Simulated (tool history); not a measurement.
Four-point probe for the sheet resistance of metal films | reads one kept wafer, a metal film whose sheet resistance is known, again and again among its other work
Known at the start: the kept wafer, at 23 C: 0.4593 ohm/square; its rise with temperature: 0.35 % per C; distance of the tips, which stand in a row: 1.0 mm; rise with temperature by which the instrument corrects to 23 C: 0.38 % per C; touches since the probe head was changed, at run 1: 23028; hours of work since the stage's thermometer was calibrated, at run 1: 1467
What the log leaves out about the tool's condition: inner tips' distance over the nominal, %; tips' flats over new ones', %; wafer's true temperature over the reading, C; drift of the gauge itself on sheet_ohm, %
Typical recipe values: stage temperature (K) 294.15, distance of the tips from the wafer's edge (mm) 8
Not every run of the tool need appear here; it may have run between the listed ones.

run   hour  stage temperature (K)  distance of the tips from the wafer's edge (mm)  touches since the probe head was changed  hours of work since the stage's thermometer was calibrated  sheet resistance as the instrument gives it (ohm/square)
  1      0                 294.15                                                8                                     23028                                                        1467                                                  0.460662
  2   30.2                 298.15                                                8                                     23786                                                        1487                                                  0.460121
  3   46.3                 294.15                                                8                                     24192                                                        1498                                                  0.460495
  4   66.8                 294.15                                                8                                     24705                                                        1512                                                  0.460427
  5   86.1                 294.15                                                8                                     25191                                                        1525                                                  0.460588
  6  107.5                 294.15                                                8                                     25728                                                        1540                                                  0.460637
  7  128.2                 294.15                                                8                                     26246                                                        1554                                                  0.460602
  8  149.5                 294.15                                                9                                     26782                                                        1569                                                   0.45957
  9  175.3                 294.15                                                9                                     27429                                                        1586                                                  0.459662
 10  199.5                 294.15                                                9                                     28037                                                        1603                                                  0.459914
 11  229.5                 302.15                                               10                                     28789                                                        1623                                                  0.457939
 12  244.9                 301.15                                               15                                     29176                                                        1634                                                  0.456786
 13  261.6                 291.15                                                8                                     29595                                                        1645                                                  0.460844
 14  281.9                 291.15                                                8                                     30106                                                        1659                                                  0.460885
 15  306.3                 302.15                                               65                                     30717                                                        1675                                                  0.455517
 16  330.8                 302.15                                               65                                     31332                                                        1692                                                   0.45547
 17  361.8                 302.15                                               65                                     32110                                                        1713                                                  0.455476
 18    380                 304.15                                                8                                     32568                                                        1726                                                  0.458867
 19  413.9                 306.15                                                8                                     33419                                                        1749                                                  0.458813

Alternative continuations, all from the tool just after run 19; predict every row:
  A  432.4                 306.15                                                7                                     33882                                                        1761                                                         ?
  B  432.4                 299.15                                                5                                     33882                                                        1761                                                         ?
  C  432.4                 302.15                                                8                                     33882                                                        1761                                                         ?
  D  432.4                 306.15                                                8                                     33882                                                        1761                                                         ?
  E  432.4                 291.15                                                8                                     33882                                                        1761                                                         ?

run  sheet resistance as the instrument gives it (ohm/square)
  A                                                  0.459844
  B                                                  0.465423
  C                                                  0.459265
  D                                                  0.458536
  E                                                  0.460796
Without the tool's hidden state the same runs would have given:
run  sheet resistance as the instrument gives it (ohm/square)
  A                                                  0.462938
  B                                                  0.468564
  C                                                  0.462362
  D                                                  0.461622
  E                                                   0.46392

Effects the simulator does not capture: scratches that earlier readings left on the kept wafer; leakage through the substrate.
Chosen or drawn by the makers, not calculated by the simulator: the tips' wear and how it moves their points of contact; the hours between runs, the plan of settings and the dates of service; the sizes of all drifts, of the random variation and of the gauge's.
